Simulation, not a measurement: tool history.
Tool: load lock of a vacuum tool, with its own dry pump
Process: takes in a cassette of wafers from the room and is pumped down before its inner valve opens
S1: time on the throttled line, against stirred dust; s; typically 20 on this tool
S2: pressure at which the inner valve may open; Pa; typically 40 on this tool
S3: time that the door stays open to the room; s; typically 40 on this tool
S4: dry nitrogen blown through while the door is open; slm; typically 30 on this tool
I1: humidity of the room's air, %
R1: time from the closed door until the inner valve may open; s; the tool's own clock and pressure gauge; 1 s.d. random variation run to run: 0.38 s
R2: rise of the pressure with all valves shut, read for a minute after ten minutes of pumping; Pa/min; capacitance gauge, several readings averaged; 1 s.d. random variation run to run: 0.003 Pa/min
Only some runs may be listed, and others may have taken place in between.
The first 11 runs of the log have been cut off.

{"run": 12, "day": 91.579, "S1": 20, "S2": 32, "S3": 40, "S4": 30, "I1": 45.2, "R1": 39.9, "R2": 0.371}
{"run": 13, "day": 97.125, "S1": 36, "S2": 32, "S3": 40, "S4": 30, "I1": 44.6, "R1": 52.4, "R2": 0.374}
{"run": 14, "day": 103.362, "S1": 36, "S2": 32, "S3": 40, "S4": 30, "I1": 46.7, "R1": 52.1, "R2": 0.376}
{"run": 15, "day": 113.838, "S1": 20, "S2": 40, "S3": 40, "S4": 8, "I1": 46.5, "R1": 39.7, "R2": 0.412}
{"run": 16, "day": 121.525, "S1": 20, "S2": 40, "S3": 108, "S4": 8, "I1": 46.2, "R1": 40.1, "R2": 0.455}
{"run": 17, "day": 129.933, "S1": 20, "S2": 40, "S3": 108, "S4": 8, "I1": 45.3, "R1": 39.3, "R2": 0.47}
{"run": 18, "day": 136.271, "S1": 20, "S2": 40, "S3": 108, "S4": 8, "I1": 44.3, "R1": 40.2, "R2": 0.483}
{"run": 19, "day": 142.088, "S1": 17, "S2": 40, "S3": 69, "S4": 33, "I1": 45.4, "R1": 37.6, "R2": 0.437}
{"run": 20, "day": 147.129, "S1": 17, "S2": 40, "S3": 69, "S4": 33, "I1": 45.2, "R1": 37.4, "R2": 0.458}
{"run": 21, "day": 156.846, "S1": 33, "S2": 40, "S3": 51, "S4": 33, "I1": 45.5, "R1": 50.1, "R2": 0.463}
{"run": 22, "day": 163.942, "S1": 38, "S2": 40, "S3": 93, "S4": 20, "I1": 44.4, "R1": 53.4, "R2": 0.488}
{"run": 23, "day": 171.512, "S1": 10, "S2": 76, "S3": 180, "S4": 20, "I1": 45.7, "R1": 30.6, "R2": 0.552}
{"run": 24, "day": 178.546, "S1": 11, "S2": 40, "S3": 79, "S4": 20, "I1": 46.6, "R1": 33.2, "R2": 0.523}
{"run": 25, "day": 187.75, "S1": 28, "S2": 36, "S3": 63, "S4": 12, "I1": 46.2, "R1": 46.2, "R2": 0.54}
{"run": 26, "day": 193.192, "S1": 20, "S2": 50, "S3": 67, "S4": 10, "I1": 47.7, "R1": 39.3, "R2": 0.549}
{"run": 27, "day": 198.271, "S1": 20, "S2": 32, "S3": 87, "S4": 6, "I1": 43.8, "R1": 41.2, "R2": 0.557}
{"run": 28, "day": 204.717, "S1": 20, "S2": 32, "S3": 87, "S4": 6, "I1": 43.9, "R1": 41.2, "R2": 0.575}
{"run": 29, "day": 210.404, "S1": 26, "S2": 32, "S3": 87, "S4": 22, "I1": 46.8, "R1": 46.5, "R2": 0.58}
{"run": 30, "day": 220.796, "S1": 26, "S2": 32, "S3": 87, "S4": 22, "I1": 48.5, "R1": 45.7, "R2": 0.594}
{"run": 31, "day": 226.379, "S1": 26, "S2": 32, "S3": 39, "S4": 22, "I1": 47.6, "R1": 45.6, "R2": 0.563}
{"run": 32, "day": 236.004, "S1": 20, "S2": 40, "S3": 37, "S4": 19, "I1": 43.2, "R1": 41.0, "R2": 0.584}
{"run": 33, "day": 243.542, "S1": 20, "S2": 40, "S3": 37, "S4": 19, "I1": 40.9, "R1": 40.6, "R2": 0.598}
{"run": 34, "day": 252.579, "S1": 20, "S2": 51, "S3": 40, "S4": 30, "I1": 45.9, "R1": 40.5, "R2": 0.597}

Predict each of these 4 candidate next runs independently; none follows another, all start after run 34:
{"run": "A", "day": 262.229, "S1": 11, "S2": 29, "S3": 40, "S4": 25, "I1": 49.9, "R1": "?", "R2": "?"}
{"run": "B", "day": 262.229, "S1": 20, "S2": 51, "S3": 40, "S4": 5, "I1": 43.0, "R1": "?", "R2": "?"}
{"run": "C", "day": 262.229, "S1": 20, "S2": 31, "S3": 40, "S4": 6, "I1": 43.7, "R1": "?", "R2": "?"}
{"run": "D", "day": 262.229, "S1": 20, "S2": 51, "S3": 139, "S4": 5, "I1": 43.4, "R1": "?", "R2": "?"}

run=A R1=35.5 R2=0.637
run=B R1=39.1 R2=0.646
run=C R1=42.0 R2=0.631
run=D R1=39.9 R2=0.703
Take away the tool's hidden state, keep each run's random variation, and the runs would have read:
run=A R1=32.0 R2=0.041
run=B R1=36.4 R2=0.052
run=C R1=39.0 R2=0.046
run=D R1=37.1 R2=0.110
